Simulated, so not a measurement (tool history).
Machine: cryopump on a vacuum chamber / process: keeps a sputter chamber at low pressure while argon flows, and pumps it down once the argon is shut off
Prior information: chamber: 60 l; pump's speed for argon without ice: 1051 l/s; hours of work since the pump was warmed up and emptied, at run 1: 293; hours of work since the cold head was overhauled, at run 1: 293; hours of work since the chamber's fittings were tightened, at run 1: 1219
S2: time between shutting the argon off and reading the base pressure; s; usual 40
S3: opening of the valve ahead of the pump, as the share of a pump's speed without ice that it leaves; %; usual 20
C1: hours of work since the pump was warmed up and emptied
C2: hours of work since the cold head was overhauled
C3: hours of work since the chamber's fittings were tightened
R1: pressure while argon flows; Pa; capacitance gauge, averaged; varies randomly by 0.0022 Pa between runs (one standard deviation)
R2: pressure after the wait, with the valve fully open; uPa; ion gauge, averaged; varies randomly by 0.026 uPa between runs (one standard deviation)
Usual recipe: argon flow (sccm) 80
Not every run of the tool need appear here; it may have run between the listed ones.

run 1 hour=0 | argon_flow_(sccm)=80 S2=40 S3=20 | C1=293 C2=293 C3=1219 | R1=0.6523 R2=2.78
run 2 hour=62.8 | argon_flow_(sccm)=80 S2=111 S3=20 | C1=322 C2=322 C3=1248 | R1=0.6534 R2=2.22
run 3 hour=104.8 | argon_flow_(sccm)=80 S2=111 S3=20 | C1=342 C2=342 C3=1268 | R1=0.6521 R2=2.33
run 4 hour=137.9 | argon_flow_(sccm)=80 S2=111 S3=20 | C1=358 C2=358 C3=1284 | R1=0.6532 R2=2.36
run 5 hour=203.3 | argon_flow_(sccm)=80 S2=111 S3=20 | C1=389 C2=389 C3=1314 | R1=0.6591 R2=2.34
-- hour=219.1 leaking fittings of the chamber tightened, without venting
run 6 hour=238.3 | argon_flow_(sccm)=80 S2=40 S3=20 | C1=404 C2=404 C3=9 | R1=0.6551 R2=1.17
run 7 hour=278.6 | argon_flow_(sccm)=80 S2=40 S3=20 | C1=423 C2=423 C3=28 | R1=0.6527 R2=1.22
run 8 hour=332.6 | argon_flow_(sccm)=80 S2=40 S3=20 | C1=448 C2=448 C3=53 | R1=0.6593 R2=1.17
run 9 hour=398.2 | argon_flow_(sccm)=80 S2=40 S3=55 | C1=479 C2=479 C3=84 | R1=0.248 R2=1.23
run 10 hour=433.7 | argon_flow_(sccm)=138 S2=40 S3=20 | C1=496 C2=496 C3=101 | R1=1.1408 R2=1.3
run 11 hour=507.5 | argon_flow_(sccm)=80 S2=40 S3=20 | C1=531 C2=531 C3=136 | R1=0.6597 R2=1.3
run 12 hour=567.9 | argon_flow_(sccm)=81 S2=40 S3=20 | C1=559 C2=559 C3=164 | R1=0.6658 R2=1.36
run 13 hour=639.9 | argon_flow_(sccm)=81 S2=40 S3=20 | C1=593 C2=593 C3=198 | R1=0.6728 R2=1.43
run 14 hour=677.5 | argon_flow_(sccm)=81 S2=40 S3=20 | C1=611 C2=611 C3=216 | R1=0.667 R2=1.46
run 15 hour=739.4 | argon_flow_(sccm)=80 S2=40 S3=20 | C1=640 C2=640 C3=245 | R1=0.6642 R2=1.57
run 16 hour=797.1 | argon_flow_(sccm)=80 S2=157 S3=20 | C1=667 C2=667 C3=272 | R1=0.6624 R2=0.97
run 17 hour=845.8 | argon_flow_(sccm)=80 S2=157 S3=20 | C1=690 C2=690 C3=295 | R1=0.6648 R2=1.02
run 18 hour=915.5 | argon_flow_(sccm)=80 S2=157 S3=20 | C1=723 C2=723 C3=328 | R1=0.6674 R2=1.07
run 19 hour=982.8 | argon_flow_(sccm)=62 S2=40 S3=28 | C1=754 C2=754 C3=359 | R1=0.3771 R2=1.7
run 20 hour=1030.3 | argon_flow_(sccm)=62 S2=40 S3=28 | C1=777 C2=777 C3=382 | R1=0.3766 R2=1.72
run 21 hour=1068 | argon_flow_(sccm)=108 S2=178 S3=18 | C1=794 C2=794 C3=399 | R1=1.0035 R2=1.15
run 22 hour=1136.5 | argon_flow_(sccm)=108 S2=178 S3=18 | C1=827 C2=827 C3=432 | R1=1.0035 R2=1.2
run 23 hour=1193.6 | argon_flow_(sccm)=47 S2=64 S3=21 | C1=853 C2=853 C3=458 | R1=0.3759 R2=1.58
run 24 hour=1226.9 | argon_flow_(sccm)=48 S2=116 S3=60 | C1=869 C2=869 C3=474 | R1=0.1461 R2=1.36
run 25 hour=1272 | argon_flow_(sccm)=102 S2=35 S3=58 | C1=890 C2=890 C3=495 | R1=0.3207 R2=2.03
run 26 hour=1320.1 | argon_flow_(sccm)=102 S2=35 S3=58 | C1=913 C2=913 C3=518 | R1=0.3225 R2=2.03
-- hour=1356.3 pump warmed up, emptied and cooled again
run 27 hour=1386.2 | argon_flow_(sccm)=54 S2=56 S3=20 | C1=14 C2=942 C3=547 | R1=0.4375 R2=1.51
run 28 hour=1444.6 | argon_flow_(sccm)=44 S2=40 S3=48 | C1=42 C2=969 C3=574 | R1=0.1479 R2=1.85
run 29 hour=1495.9 | argon_flow_(sccm)=66 S2=80 S3=23 | C1=66 C2=993 C3=598 | R1=0.4634 R2=1.49
run 30 hour=1549.1 | argon_flow_(sccm)=66 S2=80 S3=23 | C1=91 C2=1018 C3=623 | R1=0.4626 R2=1.48
run 31 hour=1623.8 | argon_flow_(sccm)=49 S2=30 S3=18 | C1=126 C2=1053 C3=658 | R1=0.4416 R2=2.28
run 32 hour=1692.2 | argon_flow_(sccm)=43 S2=40 S3=35 | C1=158 C2=1086 C3=691 | R1=0.2012 R2=1.99
run 33 hour=1741 | argon_flow_(sccm)=43 S2=28 S3=35 | C1=181 C2=1109 C3=714 | R1=0.2015 R2=2.4
run 34 hour=1806.5 | argon_flow_(sccm)=43 S2=28 S3=35 | C1=212 C2=1139 C3=744 | R1=0.2022 R2=2.32

Some steps in R1 between neighbouring runs. How much of each would the tool show without its hidden state too (settings, what came in, random variation), and how much is left for the hidden state, with any gauge scatter that isn't in both results?
What the log doesn't record here: pump's speed, % of a pump's without ice; cold plate's temperature, K; leak into the chamber, uPa l/s; drift of the gauge itself on working_pa, %; drift of the gauge itself on base_upa, %.
Run 9 -> 10: argon flow (sccm) 80 -> 138, S3 55 -> 20. R1 +0.8928 Pa: hidden state +0.0118, all else +0.881.
Run 20 -> 21: argon flow (sccm) 62 -> 108, S2 40 -> 178, S3 28 -> 18. R1 +0.6269 Pa: hidden state +0.0157, all else +0.6112.
Run 22 -> 23: argon flow (sccm) 108 -> 47, S2 178 -> 64, S3 18 -> 21. R1 -0.6276 Pa: hidden state -0.0205, all else -0.6071.
Run 24 -> 25: argon flow (sccm) 48 -> 102, S2 116 -> 35, S3 60 -> 58. R1 +0.1746 Pa: hidden state +0.021, all else +0.1536.
Run 26 -> 27: argon flow (sccm) 102 -> 54, S2 35 -> 56, S3 58 -> 20, pump warmed up, emptied and cooled again. R1 +0.115 Pa: hidden state -0.0379, all else +0.1529.

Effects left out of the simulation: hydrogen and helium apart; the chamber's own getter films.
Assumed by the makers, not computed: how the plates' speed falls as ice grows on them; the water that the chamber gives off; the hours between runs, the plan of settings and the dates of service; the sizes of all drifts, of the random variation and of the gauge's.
